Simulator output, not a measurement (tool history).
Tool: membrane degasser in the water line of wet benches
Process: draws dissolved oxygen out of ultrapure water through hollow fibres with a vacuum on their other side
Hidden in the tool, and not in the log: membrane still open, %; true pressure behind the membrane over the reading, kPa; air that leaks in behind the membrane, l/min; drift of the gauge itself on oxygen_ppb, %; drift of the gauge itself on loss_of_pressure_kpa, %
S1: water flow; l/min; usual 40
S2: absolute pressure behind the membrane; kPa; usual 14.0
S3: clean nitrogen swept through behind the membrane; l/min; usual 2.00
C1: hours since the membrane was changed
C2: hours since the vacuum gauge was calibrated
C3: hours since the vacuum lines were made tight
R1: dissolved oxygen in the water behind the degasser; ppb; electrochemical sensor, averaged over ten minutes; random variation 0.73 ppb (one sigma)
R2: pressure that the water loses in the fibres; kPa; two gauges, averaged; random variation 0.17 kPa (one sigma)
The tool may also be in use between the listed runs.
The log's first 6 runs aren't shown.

Run 7, day 45.104: usual settings; C1 11172; C2 5427; C3 2402. Result: R1 485.7 ppb, R2 31.54 kPa.
Run 8, day 57.712: usual settings but S2 18.9 kPa; C1 11475; C2 5730; C3 2705. Result: R1 678.1 ppb, R2 31.62 kPa.
Run 9, day 66.538: usual settings but S2 12.8 kPa; C1 11686; C2 5941; C3 2917. Result: R1 439.6 ppb, R2 31.25 kPa.
Run 10, day 77.883: usual settings; C1 11959; C2 6214; C3 3189. Result: R1 489.4 ppb, R2 31.72 kPa.
At day 80.833: membrane cartridge changed.
Run 11, day 84.654: usual settings; C1 92; C2 6372; C3 3348. Result: R1 477.3 ppb, R2 27.99 kPa.
Run 12, day 93.838: usual settings; C1 312; C2 6593; C3 3568. Result: R1 477.5 ppb, R2 27.82 kPa.
Run 13, day 103.450: usual settings; C1 543; C2 6823; C3 3799. Result: R1 478.6 ppb, R2 27.85 kPa.
Run 14, day 108.767: usual settings; C1 670; C2 6951; C3 3926. Result: R1 478.3 ppb, R2 27.88 kPa.
At day 112.762: seals of the vacuum lines changed.
Run 15, day 117.842: usual settings; C1 886; C2 7167; C3 122. Result: R1 475.3 ppb, R2 28.19 kPa.
Run 16, day 128.421: usual settings; C1 1140; C2 7421; C3 376. Result: R1 476.7 ppb, R2 28.03 kPa.
Run 17, day 134.542: usual settings but S1 32 l/min, S3 1.56 l/min; C1 1287; C2 7567; C3 523. Result: R1 481.4 ppb, R2 22.27 kPa.
Run 18, day 145.412: usual settings but S1 32 l/min, S3 1.56 l/min; C1 1548; C2 7828; C3 784. Result: R1 479.8 ppb, R2 22.57 kPa.
Run 19, day 157.171: usual settings but S1 32 l/min, S3 1.56 l/min; C1 1830; C2 8111; C3 1066. Result: R1 482.0 ppb, R2 22.89 kPa.
Run 20, day 163.446: usual settings but S1 32 l/min, S3 1.56 l/min; C1 1981; C2 8261; C3 1216. Result: R1 482.6 ppb, R2 22.85 kPa.
Run 21, day 169.592: usual settings but S1 46 l/min, S2 26.4 kPa, S3 1.18 l/min; C1 2128; C2 8409; C3 1364. Result: R1 1562.5 ppb, R2 32.82 kPa.
Run 22, day 178.908: usual settings but S3 5.15 l/min; C1 2352; C2 8632; C3 1587. Result: R1 214.5 ppb, R2 28.24 kPa.
At day 180.625: vacuum gauge calibrated.
Run 23, day 185.825: usual settings but S3 5.15 l/min; C1 2517; C2 125; C3 1753. Result: R1 212.5 ppb, R2 28.60 kPa.

The next listed run, before its measurement:
Run 24, day 195.208: usual settings but S2 31.9 kPa, S3 3.21 l/min; C1 2742; C2 350; C3 1978. Result: R1 ?, R2 ?.

Run 24 gave R1 780.4 ppb, R2 28.65 kPa.
Without the tool's hidden state the same run would have given R1 773.6 ppb, R2 27.90 kPa.
